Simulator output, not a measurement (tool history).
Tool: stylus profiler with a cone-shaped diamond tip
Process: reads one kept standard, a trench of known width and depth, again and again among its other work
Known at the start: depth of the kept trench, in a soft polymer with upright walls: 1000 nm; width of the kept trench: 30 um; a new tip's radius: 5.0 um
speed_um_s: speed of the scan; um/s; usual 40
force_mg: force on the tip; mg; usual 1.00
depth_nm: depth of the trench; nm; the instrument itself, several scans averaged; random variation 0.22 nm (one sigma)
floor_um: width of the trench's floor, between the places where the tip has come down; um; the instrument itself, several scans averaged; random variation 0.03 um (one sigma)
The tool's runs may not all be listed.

Run 1, day 0.000: usual settings. Result: depth_nm 1003.53 nm, floor_um 22.46 um.
Run 2, day 1.383: usual settings. Result: depth_nm 1003.77 nm, floor_um 22.44 um.
Run 3, day 2.117: usual settings. Result: depth_nm 1004.21 nm, floor_um 22.43 um.
Run 4, day 2.975: usual settings. Result: depth_nm 1004.44 nm, floor_um 22.34 um.
Run 5, day 4.158: usual settings. Result: depth_nm 1004.27 nm, floor_um 22.31 um.
Run 6, day 5.500: usual settings. Result: depth_nm 1004.65 nm, floor_um 22.28 um.
Run 7, day 6.683: usual settings but speed_um_s 20 um/s. Result: depth_nm 1004.03 nm, floor_um 22.35 um.
Run 8, day 7.783: usual settings but speed_um_s 20 um/s. Result: depth_nm 1004.41 nm, floor_um 22.28 um.
Run 9, day 8.433: usual settings. Result: depth_nm 1004.00 nm, floor_um 22.20 um.
Run 10, day 9.521: usual settings. Result: depth_nm 1004.78 nm, floor_um 22.18 um.
Run 11, day 10.667: usual settings. Result: depth_nm 1004.39 nm, floor_um 22.05 um.
Run 12, day 11.408: usual settings but force_mg 0.81 mg. Result: depth_nm 1004.13 nm, floor_um 22.07 um.
Run 13, day 12.629: usual settings but speed_um_s 39 um/s, force_mg 0.81 mg. Result: depth_nm 1004.31 nm, floor_um 22.02 um.
Run 14, day 13.883: usual settings but speed_um_s 152 um/s. Result: depth_nm 1004.81 nm, floor_um 21.52 um.
Run 15, day 14.754: usual settings. Result: depth_nm 1004.92 nm, floor_um 21.96 um.
Run 16, day 15.592: usual settings. Result: depth_nm 1004.45 nm, floor_um 21.90 um.
Run 17, day 16.279: usual settings. Result: depth_nm 1004.69 nm, floor_um 21.93 um.
Run 18, day 17.217: usual settings but force_mg 0.40 mg. Result: depth_nm 1003.73 nm, floor_um 21.80 um.
Run 19, day 17.883: usual settings but force_mg 0.40 mg. Result: depth_nm 1003.53 nm, floor_um 21.75 um.
Run 20, day 18.475: usual settings. Result: depth_nm 1004.90 nm, floor_um 21.88 um.
Run 21, day 19.425: usual settings. Result: depth_nm 1004.68 nm, floor_um 21.81 um.
Run 22, day 20.558: usual settings but force_mg 0.59 mg. Result: depth_nm 1004.15 nm, floor_um 21.69 um.
Run 23, day 21.933: usual settings. Result: depth_nm 1005.02 nm, floor_um 21.74 um.
Run 24, day 22.988: usual settings. Result: depth_nm 1005.45 nm, floor_um 21.72 um.
Run 25, day 23.950: usual settings. Result: depth_nm 1004.64 nm, floor_um 21.69 um.
Run 26, day 25.112: usual settings but speed_um_s 11 um/s, force_mg 0.90 mg. Result: depth_nm 1004.82 nm, floor_um 21.76 um.
Run 27, day 25.729: usual settings but speed_um_s 20 um/s, force_mg 0.48 mg. Result: depth_nm 1004.01 nm, floor_um 21.61 um.
Run 28, day 26.462: usual settings but speed_um_s 22 um/s, force_mg 1.56 mg. Result: depth_nm 1006.15 nm, floor_um 21.64 um.
Run 29, day 27.629: usual settings but speed_um_s 22 um/s, force_mg 1.56 mg. Result: depth_nm 1006.21 nm, floor_um 21.70 um.
Run 30, day 28.971: usual settings but speed_um_s 30 um/s, force_mg 0.67 mg. Result: depth_nm 1004.85 nm, floor_um 21.50 um.
Run 31, day 29.829: usual settings but speed_um_s 30 um/s, force_mg 0.67 mg. Result: depth_nm 1004.52 nm, floor_um 21.49 um.
Run 32, day 30.879: usual settings but speed_um_s 10 um/s, force_mg 0.46 mg. Result: depth_nm 1004.17 nm, floor_um 21.54 um.
Run 33, day 32.212: usual settings but speed_um_s 14 um/s, force_mg 0.39 mg. Result: depth_nm 1004.15 nm, floor_um 21.48 um.
Run 34, day 33.079: usual settings but force_mg 1.13 mg. Result: depth_nm 1005.74 nm, floor_um 21.38 um.
At day 34.071: height scale calibrated on a step standard.
Run 35, day 34.475: usual settings but speed_um_s 143 um/s, force_mg 1.28 mg. Result: depth_nm 1003.25 nm, floor_um 20.97 um.
Run 36, day 35.262: usual settings but speed_um_s 44 um/s, force_mg 1.27 mg. Result: depth_nm 1003.41 nm, floor_um 21.27 um.
Run 37, day 36.600: usual settings but speed_um_s 44 um/s, force_mg 1.27 mg. Result: depth_nm 1003.61 nm, floor_um 21.23 um.
Run 38, day 37.429: usual settings but speed_um_s 109 um/s, force_mg 0.49 mg. Result: depth_nm 1001.93 nm, floor_um 20.71 um.
Run 39, day 38.633: usual settings but speed_um_s 71 um/s, force_mg 2.49 mg. Result: depth_nm 1006.29 nm, floor_um 21.22 um.
Run 40, day 39.246: usual settings but speed_um_s 15 um/s, force_mg 2.56 mg. Result: depth_nm 1005.47 nm, floor_um 21.25 um.
Run 41, day 40.471: usual settings but speed_um_s 15 um/s, force_mg 2.56 mg. Result: depth_nm 1005.56 nm, floor_um 21.29 um.
Run 42, day 41.354: usual settings but speed_um_s 99 um/s, force_mg 0.48 mg. Result: depth_nm 1002.14 nm, floor_um 20.69 um.
Run 43, day 42.758: usual settings but speed_um_s 59 um/s, force_mg 0.35 mg. Result: depth_nm 1001.96 nm, floor_um 20.84 um.
Run 44, day 43.688: usual settings but speed_um_s 59 um/s, force_mg 0.35 mg. Result: depth_nm 1001.52 nm, floor_um 20.80 um.
Run 45, day 44.396: usual settings but speed_um_s 59 um/s, force_mg 0.35 mg. Result: depth_nm 1001.98 nm, floor_um 20.72 um.
Run 46, day 45.350: usual settings but speed_um_s 59 um/s, force_mg 0.35 mg. Result: depth_nm 1001.87 nm, floor_um 20.76 um.
Run 47, day 46.096: usual settings but speed_um_s 59 um/s, force_mg 0.35 mg. Result: depth_nm 1001.88 nm, floor_um 20.74 um.

3 ways to go on from here, each from the tool as it stands after run 47. What would each give?
Run A, day 47.483: usual settings but speed_um_s 103 um/s, force_mg 1.86 mg. Result: depth_nm ?, floor_um ?.
Run B, day 47.483: usual settings but speed_um_s 29 um/s, force_mg 0.84 mg. Result: depth_nm ?, floor_um ?.
Run C, day 47.483: usual settings but force_mg 2.37 mg. Result: depth_nm ?, floor_um ?.

run  depth_nm  floor_um
  A   1004.82     20.77
  B   1003.06     20.94
  C   1005.86     20.98
Without the tool's hidden state the same runs would have given:
run  depth_nm  floor_um
  A   1004.31     23.68
  B   1002.55     23.86
  C   1005.35     23.90
